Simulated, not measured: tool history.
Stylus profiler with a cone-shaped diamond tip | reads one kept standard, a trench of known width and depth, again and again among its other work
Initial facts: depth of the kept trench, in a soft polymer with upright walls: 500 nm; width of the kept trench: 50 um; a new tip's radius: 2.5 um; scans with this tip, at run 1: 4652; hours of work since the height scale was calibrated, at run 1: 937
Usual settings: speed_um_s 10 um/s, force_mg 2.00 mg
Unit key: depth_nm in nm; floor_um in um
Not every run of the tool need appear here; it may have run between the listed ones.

run,hour,speed_um_s,force_mg,scans with this tip,hours of work since the height scale was calibrated,depth_nm,floor_um
1,0.0,10,2.00,4652,937,502.93,46.35
2,36.1,10,2.00,4772,961,502.56,46.36
3,71.8,10,2.00,4891,985,502.48,46.29
4,121.7,10,2.00,5057,1018,502.33,46.33
5,155.9,10,2.00,5171,1041,502.46,46.31
6,204.7,10,2.00,5333,1074,502.16,46.23
7,248.1,10,2.00,5478,1103,502.38,46.28
8,280.8,10,2.00,5587,1125,502.00,46.19
9,313.2,10,2.00,5695,1147,502.18,46.22
10,353.0,10,2.00,5828,1173,502.06,46.22
11,385.9,10,2.00,5937,1195,502.05,46.13
12,430.1,10,2.00,6084,1225,501.84,46.17
13,455.4,10,2.00,6169,1242,501.77,46.12
14,486.0,10,1.20,6271,1263,500.14,46.18
15,534.7,25,1.20,6433,1295,500.41,46.12
16,564.9,10,2.00,6534,1315,501.87,46.15
17,593.6,3,3.66,6629,1335,504.23,46.13
18,631.4,30,0.69,6755,1360,498.91,45.97
19,659.2,28,0.85,6848,1379,499.28,46.00
20,708.8,2,5.89,7013,1412,506.78,46.03
21,732.0,4,2.95,7090,1428,503.05,46.06
22,768.5,10,2.48,7212,1452,501.81,46.04
23,798.8,17,2.48,7313,1472,502.09,45.99
24,820.8,12,1.82,7386,1487,501.02,45.99
25,849.2,12,1.82,7481,1506,500.80,45.98
26,899.0,3,2.98,7646,1540,502.60,46.01
27,933.0,29,0.69,7760,1562,498.31,45.86
28,974.7,29,0.69,7899,1590,498.24,45.86
29,1024.6,26,2.44,8065,1624,501.59,45.86
30,1072.4,26,2.44,8224,1656,501.67,45.88
31,1119.0,4,0.67,8380,1687,498.03,45.89

Alternative continuations, all from the tool just after run 31; predict every row:
A,1159.0,5,0.67,8513,1714,?,?
B,1159.0,4,4.61,8513,1714,?,?
C,1159.0,10,3.86,8513,1714,?,?
D,1159.0,35,1.05,8513,1714,?,?
E,1159.0,3,3.45,8513,1714,?,?

run,depth_nm,floor_um
A,497.87,45.91
B,504.60,45.90
C,503.43,45.88
D,498.55,45.81
E,502.78,45.89
The same runs, with their run-to-run variation unchanged, on a tool lacking any hidden condition would have given:
run,depth_nm,floor_um
A,502.58,47.01
B,509.37,47.00
C,508.19,46.98
D,503.26,46.92
E,507.54,46.99

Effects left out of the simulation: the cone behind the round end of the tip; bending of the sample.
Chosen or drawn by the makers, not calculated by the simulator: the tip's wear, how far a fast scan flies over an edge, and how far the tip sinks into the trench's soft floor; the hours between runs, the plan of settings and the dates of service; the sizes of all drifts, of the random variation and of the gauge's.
